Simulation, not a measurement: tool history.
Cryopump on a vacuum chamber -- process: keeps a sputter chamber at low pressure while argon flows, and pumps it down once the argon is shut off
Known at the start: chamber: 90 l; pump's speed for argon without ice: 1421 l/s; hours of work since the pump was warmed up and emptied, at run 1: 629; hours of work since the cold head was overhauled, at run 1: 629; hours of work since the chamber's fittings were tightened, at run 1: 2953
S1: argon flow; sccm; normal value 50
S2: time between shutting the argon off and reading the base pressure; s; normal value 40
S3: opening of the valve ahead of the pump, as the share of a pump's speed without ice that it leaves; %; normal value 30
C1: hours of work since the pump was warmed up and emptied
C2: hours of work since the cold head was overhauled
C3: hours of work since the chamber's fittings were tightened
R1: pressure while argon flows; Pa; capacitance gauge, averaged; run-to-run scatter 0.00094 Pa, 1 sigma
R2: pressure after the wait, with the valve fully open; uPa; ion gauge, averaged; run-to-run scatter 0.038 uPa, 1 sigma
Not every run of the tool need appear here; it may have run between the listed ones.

{"run": 1, "hour": 0.0, "S1": 50, "S2": 40, "S3": 30, "C1": 629, "C2": 629, "C3": 2953, "R1": 0.2104, "R2": 4.41}
{"run": 2, "hour": 29.4, "S1": 68, "S2": 40, "S3": 30, "C1": 655, "C2": 655, "C3": 2979, "R1": 0.2837, "R2": 4.42}
{"run": 3, "hour": 44.6, "S1": 50, "S2": 40, "S3": 30, "C1": 669, "C2": 669, "C3": 2993, "R1": 0.209, "R2": 4.31}
{"run": 4, "hour": 65.9, "S1": 50, "S2": 40, "S3": 30, "C1": 688, "C2": 688, "C3": 3011, "R1": 0.2084, "R2": 4.35}
{"run": 5, "hour": 79.8, "S1": 50, "S2": 40, "S3": 30, "C1": 700, "C2": 700, "C3": 3024, "R1": 0.2102, "R2": 4.46}
{"run": 6, "hour": 98.4, "S1": 50, "S2": 40, "S3": 30, "C1": 717, "C2": 717, "C3": 3041, "R1": 0.2087, "R2": 4.47}
{"run": 7, "hour": 117.9, "S1": 50, "S2": 40, "S3": 30, "C1": 734, "C2": 734, "C3": 3058, "R1": 0.2095, "R2": 4.46}
{"run": 8, "hour": 131.1, "S1": 50, "S2": 40, "S3": 30, "C1": 746, "C2": 746, "C3": 3070, "R1": 0.2109, "R2": 4.57}
{"run": 9, "hour": 160.7, "S1": 50, "S2": 40, "S3": 30, "C1": 772, "C2": 772, "C3": 3096, "R1": 0.2104, "R2": 4.46}
{"run": 10, "hour": 180.4, "S1": 50, "S2": 40, "S3": 30, "C1": 790, "C2": 790, "C3": 3114, "R1": 0.2104, "R2": 4.57}
{"run": 11, "hour": 193.5, "S1": 50, "S2": 40, "S3": 30, "C1": 801, "C2": 801, "C3": 3125, "R1": 0.2109, "R2": 4.61}
{"run": 12, "hour": 210.2, "S1": 50, "S2": 40, "S3": 30, "C1": 816, "C2": 816, "C3": 3140, "R1": 0.2115, "R2": 4.6}
{"run": 13, "hour": 224.1, "S1": 50, "S2": 40, "S3": 30, "C1": 829, "C2": 829, "C3": 3153, "R1": 0.2123, "R2": 4.6}
{"run": 14, "hour": 239.6, "S1": 50, "S2": 51, "S3": 21, "C1": 843, "C2": 843, "C3": 3167, "R1": 0.2973, "R2": 4.33}
{"run": 15, "hour": 260.5, "S1": 50, "S2": 51, "S3": 21, "C1": 861, "C2": 861, "C3": 3185, "R1": 0.2974, "R2": 4.27}
{"run": 16, "hour": 274.2, "S1": 50, "S2": 51, "S3": 21, "C1": 874, "C2": 874, "C3": 3197, "R1": 0.2971, "R2": 4.2}
{"run": 17, "hour": 300.5, "S1": 80, "S2": 147, "S3": 54, "C1": 897, "C2": 897, "C3": 3221, "R1": 0.1996, "R2": 3.36}
{"run": 18, "hour": 327.0, "S1": 80, "S2": 29, "S3": 50, "C1": 921, "C2": 921, "C3": 3245, "R1": 0.215, "R2": 5.45}
{"run": 19, "hour": 354.4, "S1": 70, "S2": 45, "S3": 17, "C1": 945, "C2": 945, "C3": 3269, "R1": 0.5159, "R2": 4.56}
{"run": 20, "hour": 377.0, "S1": 70, "S2": 45, "S3": 52, "C1": 965, "C2": 965, "C3": 3289, "R1": 0.1829, "R2": 4.53}
{"run": 21, "hour": 398.9, "S1": 31, "S2": 187, "S3": 21, "C1": 985, "C2": 985, "C3": 3309, "R1": 0.1863, "R2": 3.38}
{"run": 22, "hour": 420.1, "S1": 48, "S2": 40, "S3": 34, "C1": 1004, "C2": 1004, "C3": 3328, "R1": 0.1847, "R2": 4.91}
{"run": 23, "hour": 445.6, "S1": 48, "S2": 40, "S3": 34, "C1": 1027, "C2": 1027, "C3": 3350, "R1": 0.1848, "R2": 4.76}
{"run": 24, "hour": 470.4, "S1": 28, "S2": 46, "S3": 16, "C1": 1049, "C2": 1049, "C3": 3373, "R1": 0.2181, "R2": 4.72}
{"run": 25, "hour": 485.1, "S1": 28, "S2": 224, "S3": 40, "C1": 1062, "C2": 1062, "C3": 3386, "R1": 0.0941, "R2": 3.45}

What if the next run were any one of these 4? Each begins from the tool's condition after run 25:
{"run": "A", "hour": 504.6, "S1": 46, "S2": 224, "S3": 40, "C1": 1079, "C2": 1079, "C3": 3403, "R1": "?", "R2": "?"}
{"run": "B", "hour": 504.6, "S1": 34, "S2": 40, "S3": 30, "C1": 1079, "C2": 1079, "C3": 3403, "R1": "?", "R2": "?"}
{"run": "C", "hour": 504.6, "S1": 56, "S2": 40, "S3": 23, "C1": 1079, "C2": 1079, "C3": 3403, "R1": "?", "R2": "?"}
{"run": "D", "hour": 504.6, "S1": 28, "S2": 40, "S3": 30, "C1": 1079, "C2": 1079, "C3": 3403, "R1": "?", "R2": "?"}

run=A R1=0.1546 R2=3.47
run=B R1=0.1476 R2=5.01
run=C R1=0.3096 R2=5.01
run=D R1=0.1218 R2=4.87
Take away the tool's hidden state, keep each run's random variation, and the runs would have read:
run=A R1=0.1369 R2=0.58
run=B R1=0.1347 R2=2.14
run=C R1=0.2882 R2=2.14
run=D R1=0.111 R2=2.07
